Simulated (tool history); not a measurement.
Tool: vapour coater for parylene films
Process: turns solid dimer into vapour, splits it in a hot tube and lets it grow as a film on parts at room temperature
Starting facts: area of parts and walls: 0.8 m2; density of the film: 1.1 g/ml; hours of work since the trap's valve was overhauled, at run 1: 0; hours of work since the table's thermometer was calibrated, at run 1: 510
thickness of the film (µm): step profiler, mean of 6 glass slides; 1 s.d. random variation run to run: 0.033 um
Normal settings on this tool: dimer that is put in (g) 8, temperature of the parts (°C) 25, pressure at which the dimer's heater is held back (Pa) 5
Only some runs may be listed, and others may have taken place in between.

| run | hour | dimer that is put in (g) | temperature of the parts (°C) | pressure at which the dimer's heater is held back (Pa) | hours of work since the trap's valve was overhauled | hours of work since the table's thermometer was calibrated | thickness of the film (µm) |
|---|---|---|---|---|---|---|---|
| 1 | 0 | 8 | 25 | 5 | 0 | 510 | 4.94 |
| 2 | 41.8 | 8 | 25 | 5 | 30 | 540 | 4.89 |
| 3 | 79 | 8 | 25 | 5 | 57 | 567 | 4.89 |
| 4 | 114.6 | 8 | 25 | 5 | 83 | 592 | 4.84 |
| 5 | 160.1 | 8 | 25 | 5 | 115 | 625 | 4.83 |
| 6 | 218.8 | 8 | 25 | 5 | 158 | 667 | 4.74 |
| 7 | 244.6 | 8 | 25 | 5 | 176 | 686 | 4.71 |
| 8 | 276.7 | 8 | 25 | 5 | 199 | 709 | 4.71 |
| 9 | 326.5 | 8 | 25 | 5.38 | 235 | 745 | 4.62 |
| 10 | 382 | 8 | 25 | 5 | 275 | 785 | 4.6 |
|  | 425.1 | table's thermometer calibrated |
| 11 | 440.9 | 8 | 25 | 5 | 317 | 11 | 4.72 |
| 12 | 474.7 | 8 | 25 | 5 | 341 | 36 | 4.74 |
| 13 | 530.2 | 8 | 25 | 5 | 381 | 76 | 4.65 |
| 14 | 556.8 | 8 | 25 | 5 | 401 | 95 | 4.64 |
| 15 | 607.7 | 8 | 22 | 5 | 437 | 132 | 4.94 |
| 16 | 654.4 | 8 | 22 | 5 | 471 | 165 | 4.98 |
| 17 | 710.9 | 8 | 36 | 5 | 512 | 206 | 3.43 |
| 18 | 740.1 | 8 | 36 | 5 | 533 | 227 | 3.42 |
| 19 | 793.6 | 8 | 25 | 5 | 571 | 266 | 4.43 |
| 20 | 849 | 11 | 36 | 2.3 | 611 | 306 | 5.62 |
| 21 | 887.2 | 11 | 36 | 2.3 | 639 | 333 | 5.53 |
| 22 | 921.4 | 12 | 27 | 5.94 | 663 | 358 | 5.96 |
|  | 943.8 | trap's valve overhauled |
| 23 | 949.7 | 5 | 35 | 5 | 4 | 375 | 2.38 |
| 24 | 981.1 | 3 | 28 | 5 | 27 | 398 | 1.7 |
| 25 | 1019.2 | 13 | 30 | 2.45 | 54 | 425 | 8.33 |
| 26 | 1074 | 6 | 18 | 5 | 94 | 465 | 4.24 |
| 27 | 1115.6 | 6 | 18 | 5 | 124 | 495 | 4.23 |
| 28 | 1140 | 7 | 24 | 6.75 | 141 | 512 | 3.96 |
| 29 | 1196.5 | 6 | 24 | 9.91 | 182 | 553 | 3.04 |
| 30 | 1224.6 | 4 | 20 | 4.01 | 202 | 573 | 2.77 |
| 31 | 1272.6 | 4 | 20 | 4.01 | 237 | 608 | 2.75 |
| 32 | 1304.4 | 6 | 25 | 8.48 | 260 | 631 | 3.05 |
| 33 | 1344.6 | 13 | 20 | 6.59 | 289 | 660 | 7.94 |
| 34 | 1378.4 | 6 | 34 | 3.36 | 313 | 684 | 3.02 |
| 35 | 1403.7 | 3 | 18 | 4.21 | 331 | 702 | 2.12 |
| 36 | 1432.8 | 3 | 18 | 4.21 | 352 | 723 | 2.12 |
| 37 | 1456.8 | 3 | 18 | 4.37 | 370 | 741 | 2.06 |

Predict each of these 3 candidate next runs independently; none follows another, all start after run 37:
| A | 1513.7 | 7 | 18 | 5.45 | 411 | 782 | ? |
| B | 1513.7 | 4 | 20 | 2.29 | 411 | 782 | ? |
| C | 1513.7 | 3 | 18 | 6.78 | 411 | 782 | ? |

| run | thickness of the film (µm) |
|---|---|
| A | 4.56 |
| B | 3.08 |
| C | 1.85 |
Had the tool no hidden state, the same runs would have come out as:
| run | thickness of the film (µm) |
|---|---|
| A | 5.15 |
| B | 3.48 |
| C | 2.09 |

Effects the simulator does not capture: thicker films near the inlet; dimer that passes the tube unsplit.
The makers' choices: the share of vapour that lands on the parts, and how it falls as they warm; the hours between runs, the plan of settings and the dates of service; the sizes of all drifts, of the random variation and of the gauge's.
